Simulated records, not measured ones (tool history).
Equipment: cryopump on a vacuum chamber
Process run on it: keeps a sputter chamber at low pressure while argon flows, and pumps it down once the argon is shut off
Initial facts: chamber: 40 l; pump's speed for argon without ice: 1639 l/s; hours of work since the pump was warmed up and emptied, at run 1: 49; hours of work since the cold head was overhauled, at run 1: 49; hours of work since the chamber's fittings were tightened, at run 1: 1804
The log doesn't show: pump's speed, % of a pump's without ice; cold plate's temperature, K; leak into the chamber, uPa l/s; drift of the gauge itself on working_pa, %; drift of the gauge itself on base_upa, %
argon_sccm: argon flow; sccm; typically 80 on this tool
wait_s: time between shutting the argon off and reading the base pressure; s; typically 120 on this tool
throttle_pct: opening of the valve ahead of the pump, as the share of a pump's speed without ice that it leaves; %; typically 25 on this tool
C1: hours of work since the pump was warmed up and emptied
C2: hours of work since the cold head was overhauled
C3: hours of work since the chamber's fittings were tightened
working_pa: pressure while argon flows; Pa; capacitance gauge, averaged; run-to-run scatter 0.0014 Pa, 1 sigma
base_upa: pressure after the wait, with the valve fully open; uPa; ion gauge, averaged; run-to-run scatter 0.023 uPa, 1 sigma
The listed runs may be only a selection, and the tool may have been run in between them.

Run 1, day 0: usual settings; C1 49; C2 49; C3 1804. Result: working_pa 0.3313 Pa, base_upa 2 uPa.
Run 2, day 2.296: usual settings but wait_s 35 s; C1 96; C2 96; C3 1851. Result: working_pa 0.336 Pa, base_upa 3.36 uPa.
Run 3, day 3.904: usual settings; C1 129; C2 129; C3 1884. Result: working_pa 0.3346 Pa, base_upa 2.07 uPa.
Run 4, day 6: usual settings; C1 172; C2 172; C3 1927. Result: working_pa 0.3363 Pa, base_upa 2.12 uPa.
Run 5, day 7.271: usual settings; C1 198; C2 198; C3 1953. Result: working_pa 0.3355 Pa, base_upa 2.14 uPa.
Run 6, day 8.538: usual settings; C1 224; C2 224; C3 1979. Result: working_pa 0.3367 Pa, base_upa 2.18 uPa.
Run 7, day 10.296: usual settings; C1 259; C2 259; C3 2014. Result: working_pa 0.3416 Pa, base_upa 2.26 uPa.
Run 8, day 12.596: usual settings but argon_sccm 111 sccm, throttle_pct 23 %; C1 307; C2 307; C3 2061. Result: working_pa 0.5126 Pa, base_upa 2.26 uPa.
Run 9, day 14.225: usual settings but argon_sccm 111 sccm, throttle_pct 23 %; C1 340; C2 340; C3 2095. Result: working_pa 0.5182 Pa, base_upa 2.38 uPa.
Run 10, day 16.362: usual settings but argon_sccm 111 sccm, throttle_pct 23 %; C1 384; C2 384; C3 2139. Result: working_pa 0.515 Pa, base_upa 2.47 uPa.
Run 11, day 18.171: usual settings but argon_sccm 68 sccm, wait_s 212 s, throttle_pct 37 %; C1 420; C2 420; C3 2175. Result: working_pa 0.2043 Pa, base_upa 2.34 uPa.
Run 12, day 20.358: usual settings but argon_sccm 45 sccm, wait_s 73 s, throttle_pct 27 %; C1 465; C2 465; C3 2220. Result: working_pa 0.1832 Pa, base_upa 3 uPa.
Run 13, day 21.762: usual settings but argon_sccm 45 sccm, wait_s 73 s, throttle_pct 27 %; C1 494; C2 494; C3 2249. Result: working_pa 0.1822 Pa, base_upa 2.99 uPa.
Run 14, day 23.304: usual settings but argon_sccm 45 sccm, wait_s 73 s, throttle_pct 27 %; C1 525; C2 525; C3 2280. Result: working_pa 0.1839 Pa, base_upa 3.06 uPa.

4 options for the next run, each taken on its own from the tool as it stands now. Forecast them:
Run A, day 24.896: usual settings but argon_sccm 149 sccm; C1 558; C2 558; C3 2313. Result: working_pa ?, base_upa ?.
Run B, day 24.896: usual settings but argon_sccm 106 sccm, wait_s 119 s, throttle_pct 41 %; C1 558; C2 558; C3 2313. Result: working_pa ?, base_upa ?.
Run C, day 24.896: usual settings but argon_sccm 45 sccm, wait_s 179 s, throttle_pct 50 %; C1 558; C2 558; C3 2313. Result: working_pa ?, base_upa ?.
Run D, day 24.896: usual settings but argon_sccm 118 sccm, wait_s 246 s, throttle_pct 38 %; C1 558; C2 558; C3 2313. Result: working_pa ?, base_upa ?.

run  working_pa  base_upa
  A      0.6619      2.77
  B      0.2981      2.67
  C      0.1065      2.59
  D      0.3543      2.46
Without the tool's unlogged condition, the same runs would have read:
run  working_pa  base_upa
  A      0.6167      0.74
  B      0.2661      0.71
  C      0.0929      0.56
  D      0.3188      0.45
